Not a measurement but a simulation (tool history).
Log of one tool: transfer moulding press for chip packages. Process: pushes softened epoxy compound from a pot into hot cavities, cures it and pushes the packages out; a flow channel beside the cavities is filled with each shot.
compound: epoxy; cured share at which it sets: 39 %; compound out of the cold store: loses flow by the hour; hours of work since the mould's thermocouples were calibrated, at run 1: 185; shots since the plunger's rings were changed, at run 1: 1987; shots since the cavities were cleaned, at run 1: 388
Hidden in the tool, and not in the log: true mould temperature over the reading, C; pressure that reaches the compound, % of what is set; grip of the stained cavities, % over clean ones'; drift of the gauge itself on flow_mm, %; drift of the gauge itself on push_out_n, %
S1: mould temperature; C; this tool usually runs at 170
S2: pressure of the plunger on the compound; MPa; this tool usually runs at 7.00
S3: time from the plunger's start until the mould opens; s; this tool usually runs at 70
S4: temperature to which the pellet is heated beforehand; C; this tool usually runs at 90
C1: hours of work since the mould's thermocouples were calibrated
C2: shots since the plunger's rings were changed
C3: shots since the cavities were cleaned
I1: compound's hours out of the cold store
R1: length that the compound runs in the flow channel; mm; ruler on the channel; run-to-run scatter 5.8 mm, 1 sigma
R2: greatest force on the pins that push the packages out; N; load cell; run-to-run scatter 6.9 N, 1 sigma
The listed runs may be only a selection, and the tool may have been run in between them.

run,day,S1,S2,S3,S4,C1,C2,C3,I1,R1,R2
1,0.000,170,7.00,70,90,185,1987,388,32.9,867,413
# day 0.550: cavities cleaned with cleaning compound and waxed
2,0.688,170,7.00,70,90,194,2175,41,33.2,865,299
3,1.267,170,7.00,70,90,202,2350,216,38.3,849,360
4,1.858,170,7.00,70,81,210,2528,394,29.6,871,422
# day 2.388: cavities cleaned with cleaning compound and waxed
5,2.517,170,7.00,70,81,218,2708,39,15.5,901,342
6,3.075,170,6.97,70,81,226,2877,208,29.8,868,355
7,3.700,170,7.00,70,90,235,3065,396,38.6,831,399
8,4.154,170,7.00,55,90,241,3202,533,45.9,815,826
# day 4.275: cavities cleaned with cleaning compound and waxed
9,4.729,170,7.00,70,90,249,3356,137,26.3,857,345
10,5.121,170,7.00,70,90,254,3475,256,39.3,835,368
11,5.608,170,7.00,70,90,261,3622,403,47.4,812,415
# day 6.142: cavities cleaned with cleaning compound and waxed
12,6.142,170,7.00,70,95,268,3764,0,33.8,841,273
13,6.488,170,5.40,70,90,272,3868,104,12.8,777,345
14,7.075,170,7.46,84,94,281,4044,280,13.6,910,260
15,7.571,171,7.14,75,88,288,4195,431,40.7,826,350
# day 8.008: cavities cleaned with cleaning compound and waxed
16,8.042,177,7.43,70,85,293,4318,11,17.5,878,209
17,8.446,163,6.01,65,93,299,4440,133,41.1,783,646
18,8.729,170,7.00,70,92,303,4525,218,21.2,860,377
19,9.208,166,5.98,51,96,310,4670,363,35.6,773,1040
# day 9.875: cavities cleaned with cleaning compound and waxed
20,9.912,170,7.67,109,90,319,4863,12,31.9,863,170
21,10.392,170,7.67,109,90,325,5007,156,44.8,841,221
22,10.717,170,7.67,109,88,330,5105,254,24.4,880,233
23,11.129,171,6.58,69,84,336,5230,379,23.4,820,439
24,11.404,177,8.26,87,88,339,5312,461,33.4,878,256
# day 11.700: plunger's sealing rings changed
# day 11.846: cavities cleaned with cleaning compound and waxed
25,12.112,175,6.31,104,88,347,107,81,23.0,844,185

What if the next run were any one of these 4? Each begins from the tool's condition after run 25:
A,12.479,175,6.31,54,96,352,217,191,40.3,?,?
B,12.479,175,6.31,57,88,352,217,191,28.6,?,?
C,12.479,167,7.00,70,91,352,217,191,23.1,?,?
D,12.479,167,8.53,104,88,352,217,191,25.0,?,?

run,R1,R2
A,803,493
B,833,469
C,917,439
D,1011,223
Stripped of hidden state, with their random variation kept, the same runs would have yielded:
run,R1,R2
A,805,372
B,834,354
C,918,328
D,1013,174
